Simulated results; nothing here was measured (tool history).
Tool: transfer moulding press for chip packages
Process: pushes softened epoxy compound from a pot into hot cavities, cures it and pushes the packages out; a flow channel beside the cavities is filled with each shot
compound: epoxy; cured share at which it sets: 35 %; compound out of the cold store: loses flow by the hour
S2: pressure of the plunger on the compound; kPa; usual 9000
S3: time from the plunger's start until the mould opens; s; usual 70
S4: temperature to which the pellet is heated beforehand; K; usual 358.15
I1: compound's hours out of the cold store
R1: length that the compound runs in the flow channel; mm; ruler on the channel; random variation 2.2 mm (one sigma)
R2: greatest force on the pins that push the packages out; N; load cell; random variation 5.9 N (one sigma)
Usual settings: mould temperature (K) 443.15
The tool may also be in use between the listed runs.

Run 1, day 0: usual settings; I1 37.4. Result: R1 577 mm, R2 222 N.
Run 2, day 0.183: usual settings; I1 32.2. Result: R1 589 mm, R2 217 N.
Run 3, day 0.512: usual settings; I1 34.5. Result: R1 584 mm, R2 220 N.
Run 4, day 0.85: usual settings; I1 45.6. Result: R1 553 mm, R2 223 N.
Run 5, day 1.029: usual settings but S4 354.15 K; I1 40.5. Result: R1 572 mm, R2 216 N.
Run 6, day 1.271: usual settings but S4 354.15 K; I1 29.9. Result: R1 598 mm, R2 212 N.
Run 7, day 1.525: usual settings but S4 354.15 K; I1 38.9. Result: R1 571 mm, R2 208 N.
Run 8, day 1.704: usual settings; I1 28.1. Result: R1 601 mm, R2 231 N.
Run 9, day 2.067: usual settings; I1 11.2. Result: R1 650 mm, R2 223 N.
Run 10, day 2.317: usual settings but S4 366.15 K; I1 16.2. Result: R1 634 mm, R2 220 N.
Run 11, day 2.496: usual settings but S4 366.15 K; I1 32.7. Result: R1 588 mm, R2 217 N.
Run 12, day 2.854: usual settings but S2 8530 kPa; I1 22.3. Result: R1 601 mm, R2 219 N.
Run 13, day 3.112: usual settings but S2 8530 kPa; I1 24.8. Result: R1 595 mm, R2 208 N.
Run 14, day 3.375: usual settings but S3 78 s; I1 26.8. Result: R1 601 mm, R2 204 N.
Run 15, day 3.662: usual settings but mould temperature (K) 440.15, S3 78 s, S4 362.15 K; I1 45.1. Result: R1 566 mm, R2 203 N.
Run 16, day 3.846: usual settings but mould temperature (K) 440.15, S2 7510 kPa, S3 78 s, S4 364.15 K; I1 41.7. Result: R1 522 mm, R2 208 N.
Run 17, day 4.167: usual settings but mould temperature (K) 442.15, S2 7510 kPa, S3 78 s, S4 364.15 K; I1 30.3. Result: R1 549 mm, R2 198 N.
Run 18, day 4.408: usual settings but S2 8550 kPa, S3 60 s; I1 19.8. Result: R1 608 mm, R2 297 N.
Run 19, day 4.638: usual settings but S2 8550 kPa, S3 60 s; I1 11.1. Result: R1 638 mm, R2 303 N.
Run 20, day 4.808: usual settings but S2 8550 kPa, S3 60 s; I1 43.8. Result: R1 548 mm, R2 269 N.
Run 21, day 5.175: usual settings but S2 8550 kPa, S3 60 s; I1 35.1. Result: R1 569 mm, R2 272 N.
Run 22, day 5.388: usual settings but S3 68 s; I1 42.2. Result: R1 559 mm, R2 227 N.
Run 23, day 5.608: usual settings but S3 87 s, S4 359.15 K; I1 40. Result: R1 571 mm, R2 187 N.
Run 24, day 5.792: usual settings but mould temperature (K) 442.15, S2 9540 kPa, S4 360.15 K; I1 33.2. Result: R1 606 mm, R2 227 N.
Run 25, day 5.958: usual settings but mould temperature (K) 438.15, S2 7110 kPa, S3 98 s, S4 360.15 K; I1 13.1. Result: R1 592 mm, R2 193 N.
Run 26, day 6.321: usual settings but mould temperature (K) 438.15, S2 7110 kPa, S3 98 s, S4 360.15 K; I1 29.1. Result: R1 549 mm, R2 190 N.
Run 27, day 6.504: usual settings but S2 7440 kPa, S3 50 s, S4 356.15 K; I1 32. Result: R1 535 mm, R2 405 N.
Run 28, day 6.762: usual settings but S2 7500 kPa, S3 102 s, S4 366.15 K; I1 21.7. Result: R1 565 mm, R2 184 N.

Taken out of this log: 2 entries between the listed runs. Where each belongs, and how the hidden state differs across it:
Between runs 12 and 13: cavities cleaned with cleaning compound and waxed (day 2.967)
  grip of the stained cavities, % over clean ones': 0.6 -> 0.1
Between runs 27 and 28: cavities cleaned with cleaning compound and waxed (day 6.662)
  grip of the stained cavities, % over clean ones': 0.6 -> 0
